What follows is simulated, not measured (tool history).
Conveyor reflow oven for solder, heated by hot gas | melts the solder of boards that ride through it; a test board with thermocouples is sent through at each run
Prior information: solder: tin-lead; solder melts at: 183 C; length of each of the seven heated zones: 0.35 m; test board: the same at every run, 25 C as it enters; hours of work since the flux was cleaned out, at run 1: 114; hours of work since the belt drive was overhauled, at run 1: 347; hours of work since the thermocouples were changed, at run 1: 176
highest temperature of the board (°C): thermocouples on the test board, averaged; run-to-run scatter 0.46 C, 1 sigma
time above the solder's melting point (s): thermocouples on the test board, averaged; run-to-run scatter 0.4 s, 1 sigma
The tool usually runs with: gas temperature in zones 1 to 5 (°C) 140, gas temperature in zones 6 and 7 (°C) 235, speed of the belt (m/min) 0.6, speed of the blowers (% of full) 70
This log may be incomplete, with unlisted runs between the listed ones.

run,hour,gas temperature in zones 1 to 5 (°C),gas temperature in zones 6 and 7 (°C),speed of the belt (m/min),speed of the blowers (% of full),hours of work since the flux was cleaned out,hours of work since the belt drive was overhauled,hours of work since the thermocouples were changed,highest temperature of the board (°C),time above the solder's melting point (s)
1,0,140,235,0.6,70,114,347,176,221,55
2,22.9,128,235,0.6,70,132,365,193,218.1,50.2
3,38,128,235,0.6,83,143,377,205,221.4,54
4,55.5,128,235,0.6,83,157,390,219,221.4,53.4
5,73.4,128,235,0.6,83,171,404,232,221.4,53.4
6,86.3,140,235,0.6,70,181,414,242,220.8,55.1
7,103.5,140,232,0.6,70,194,427,256,217.5,53.4
8,119.8,140,235,0.49,70,207,440,268,225.5,72.6
9,138.1,140,235,0.6,70,221,454,282,220.1,55.3
10,161,140,241,0.6,70,238,472,300,224.9,58.1
11,179.3,140,241,0.6,70,253,486,314,224.6,58.1
12,201.4,140,241,0.6,70,270,503,331,223.9,58.7
13,229.4,140,235,0.6,70,291,524,353,218.7,54.8
14,250.8,140,235,0.6,70,308,541,370,219.7,55.2
15,265.8,140,235,0.6,67,319,553,381,218.2,54.6
16,288.2,137,238,0.565,53,337,570,398,217,55.1
17,301,140,241,0.491,70,347,580,408,230.5,75.6
18,322.6,148,235,0.617,88,363,596,425,222.7,59.4
19,338.8,148,235,0.617,88,376,609,438,223.8,59.1
20,366.3,140,235,0.658,70,397,630,459,216,46.8
21,386.7,140,236,0.658,79,413,646,475,219.2,49.4
22,413.3,140,243,0.658,71,433,667,495,222.3,51.2
23,441.2,140,243,0.658,71,455,688,517,222.3,51
24,466.2,143,237,0.509,53,474,707,536,221.2,67.3
25,486,143,237,0.509,53,490,723,551,221.7,67.7
# hour 495.1: flux residue cleaned out of gas plates and filters
26,517.7,143,237,0.509,53,17,743,572,224.1,70.7
27,529.2,152,225,0.509,53,26,752,581,214.7,67.9
28,541.5,140,231,0.535,70,36,762,590,222,64.8
29,557.7,140,231,0.535,70,48,774,603,221.2,64.9
30,585.8,140,231,0.535,57,70,796,625,217.9,61.8

4 options for the next run, each taken on its own from the tool as it stands now. Forecast them:
A,600.3,153,245,0.5,57,81,807,636,?,?
B,600.3,140,242,0.546,57,81,807,636,?,?
C,600.3,148,231,0.498,89,81,807,636,?,?
D,600.3,140,231,0.543,57,81,807,636,?,?

run,highest temperature of the board (°C),time above the solder's melting point (s)
A,233.8,81.9
B,227.7,66.4
C,227.4,77.9
D,217.3,60.2
Had the tool no hidden state, the same runs would have come out as:
run,highest temperature of the board (°C),time above the solder's melting point (s)
A,232.2,79.5
B,226.1,64.2
C,225.9,75.7
D,215.8,57.9

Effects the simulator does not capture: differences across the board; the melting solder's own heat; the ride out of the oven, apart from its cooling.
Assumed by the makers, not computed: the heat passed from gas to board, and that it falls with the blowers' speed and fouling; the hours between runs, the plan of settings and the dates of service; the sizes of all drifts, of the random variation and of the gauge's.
